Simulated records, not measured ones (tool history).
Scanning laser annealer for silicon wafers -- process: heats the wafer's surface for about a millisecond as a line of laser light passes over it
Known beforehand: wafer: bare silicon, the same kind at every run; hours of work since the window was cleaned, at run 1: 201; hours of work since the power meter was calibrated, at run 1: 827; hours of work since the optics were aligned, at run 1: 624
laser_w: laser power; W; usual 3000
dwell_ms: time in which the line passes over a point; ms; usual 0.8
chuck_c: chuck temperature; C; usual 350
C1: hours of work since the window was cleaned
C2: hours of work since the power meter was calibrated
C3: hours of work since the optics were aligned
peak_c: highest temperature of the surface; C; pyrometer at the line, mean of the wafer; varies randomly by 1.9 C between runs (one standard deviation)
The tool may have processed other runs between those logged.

run 1 hour=0 | laser_w=3000 dwell_ms=0.8 chuck_c=350 | C1=201 C2=827 C3=624 | peak_c=1156
run 2 hour=92.7 | laser_w=3000 dwell_ms=0.8 chuck_c=350 | C1=254 C2=880 C3=678 | peak_c=1156
run 3 hour=149.4 | laser_w=3000 dwell_ms=0.753 chuck_c=350 | C1=287 C2=913 C3=711 | peak_c=1127
run 4 hour=220.2 | laser_w=3000 dwell_ms=0.8 chuck_c=350 | C1=328 C2=954 C3=751 | peak_c=1153
run 5 hour=319.5 | laser_w=3000 dwell_ms=0.8 chuck_c=350 | C1=385 C2=1011 C3=809 | peak_c=1147
run 6 hour=393.5 | laser_w=3000 dwell_ms=0.8 chuck_c=350 | C1=428 C2=1054 C3=851 | peak_c=1151
run 7 hour=481.3 | laser_w=3000 dwell_ms=0.8 chuck_c=350 | C1=479 C2=1105 C3=902 | peak_c=1145
run 8 hour=527.7 | laser_w=3000 dwell_ms=0.8 chuck_c=350 | C1=506 C2=1131 C3=929 | peak_c=1143
run 9 hour=590.3 | laser_w=3000 dwell_ms=0.8 chuck_c=350 | C1=542 C2=1168 C3=965 | peak_c=1140
run 10 hour=673.6 | laser_w=3000 dwell_ms=0.8 chuck_c=350 | C1=590 C2=1216 C3=1013 | peak_c=1142
run 11 hour=770.5 | laser_w=3000 dwell_ms=0.8 chuck_c=350 | C1=646 C2=1272 C3=1069 | peak_c=1139
run 12 hour=865.3 | laser_w=3000 dwell_ms=0.8 chuck_c=350 | C1=700 C2=1326 C3=1124 | peak_c=1134
-- hour=957.2 window over the wafer cleaned
run 13 hour=957.2 | laser_w=3202 dwell_ms=0.8 chuck_c=350 | C1=0 C2=1378 C3=1176 | peak_c=1214
run 14 hour=1055.6 | laser_w=3202 dwell_ms=0.8 chuck_c=350 | C1=57 C2=1435 C3=1232 | peak_c=1211
run 15 hour=1109.8 | laser_w=3000 dwell_ms=0.8 chuck_c=351 | C1=88 C2=1466 C3=1264 | peak_c=1152
run 16 hour=1168.5 | laser_w=3000 dwell_ms=0.8 chuck_c=351 | C1=122 C2=1500 C3=1298 | peak_c=1150
run 17 hour=1240.4 | laser_w=3000 dwell_ms=0.8 chuck_c=350 | C1=163 C2=1542 C3=1339 | peak_c=1150
run 18 hour=1330.5 | laser_w=3162 dwell_ms=0.8 chuck_c=363 | C1=215 C2=1594 C3=1391 | peak_c=1208
-- hour=1371.8 optics aligned, line set to its width
run 19 hour=1412.4 | laser_w=3057 dwell_ms=0.8 chuck_c=333 | C1=260 C2=1638 C3=23 | peak_c=1152
run 20 hour=1495.2 | laser_w=3057 dwell_ms=0.8 chuck_c=333 | C1=308 C2=1686 C3=71 | peak_c=1154
run 21 hour=1591.2 | laser_w=3229 dwell_ms=0.8 chuck_c=350 | C1=363 C2=1741 C3=127 | peak_c=1220
run 22 hour=1655.7 | laser_w=2865 dwell_ms=0.8 chuck_c=311 | C1=400 C2=1779 C3=164 | peak_c=1070
run 23 hour=1724.2 | laser_w=3000 dwell_ms=0.8 chuck_c=384 | C1=440 C2=1818 C3=203 | peak_c=1182
run 24 hour=1777.5 | laser_w=3209 dwell_ms=0.725 chuck_c=322 | C1=471 C2=1849 C3=234 | peak_c=1134
run 25 hour=1872.8 | laser_w=3209 dwell_ms=0.725 chuck_c=322 | C1=526 C2=1904 C3=289 | peak_c=1135
run 26 hour=1917.5 | laser_w=3209 dwell_ms=0.725 chuck_c=322 | C1=551 C2=1930 C3=315 | peak_c=1133
run 27 hour=1988 | laser_w=3209 dwell_ms=0.725 chuck_c=322 | C1=592 C2=1970 C3=356 | peak_c=1129
run 28 hour=2038.5 | laser_w=3133 dwell_ms=0.8 chuck_c=350 | C1=621 C2=2000 C3=385 | peak_c=1177
run 29 hour=2136.6 | laser_w=2798 dwell_ms=0.564 chuck_c=366 | C1=678 C2=2056 C3=441 | peak_c=973
run 30 hour=2193.5 | laser_w=2798 dwell_ms=0.564 chuck_c=366 | C1=711 C2=2089 C3=474 | peak_c=973
run 31 hour=2238.6 | laser_w=2996 dwell_ms=0.72 chuck_c=321 | C1=737 C2=2115 C3=500 | peak_c=1062
-- hour=2274.8 window over the wafer cleaned
run 32 hour=2293.9 | laser_w=2996 dwell_ms=0.72 chuck_c=321 | C1=11 C2=2146 C3=531 | peak_c=1086
run 33 hour=2356.7 | laser_w=2996 dwell_ms=0.72 chuck_c=321 | C1=47 C2=2182 C3=567 | peak_c=1084

Forecast each of these 5 alternatives for the next run:
run A hour=2410.6 | laser_w=2996 dwell_ms=0.701 chuck_c=346 | C1=78 C2=2213 C3=598 | peak_c=?
run B hour=2410.6 | laser_w=3100 dwell_ms=0.8 chuck_c=354 | C1=78 C2=2213 C3=598 | peak_c=?
run C hour=2410.6 | laser_w=3262 dwell_ms=0.72 chuck_c=379 | C1=78 C2=2213 C3=598 | peak_c=?
run D hour=2410.6 | laser_w=2630 dwell_ms=0.849 chuck_c=324 | C1=78 C2=2213 C3=598 | peak_c=?
run E hour=2410.6 | laser_w=3038 dwell_ms=0.891 chuck_c=380 | C1=78 C2=2213 C3=598 | peak_c=?

run=A peak_c=1096
run=B peak_c=1187
run=C peak_c=1214
run=D peak_c=1044
run=E peak_c=1247
Had the tool no hidden state, the same runs would have come out as:
run=A peak_c=1112
run=B peak_c=1205
run=C peak_c=1232
run=D peak_c=1059
run=E peak_c=1266

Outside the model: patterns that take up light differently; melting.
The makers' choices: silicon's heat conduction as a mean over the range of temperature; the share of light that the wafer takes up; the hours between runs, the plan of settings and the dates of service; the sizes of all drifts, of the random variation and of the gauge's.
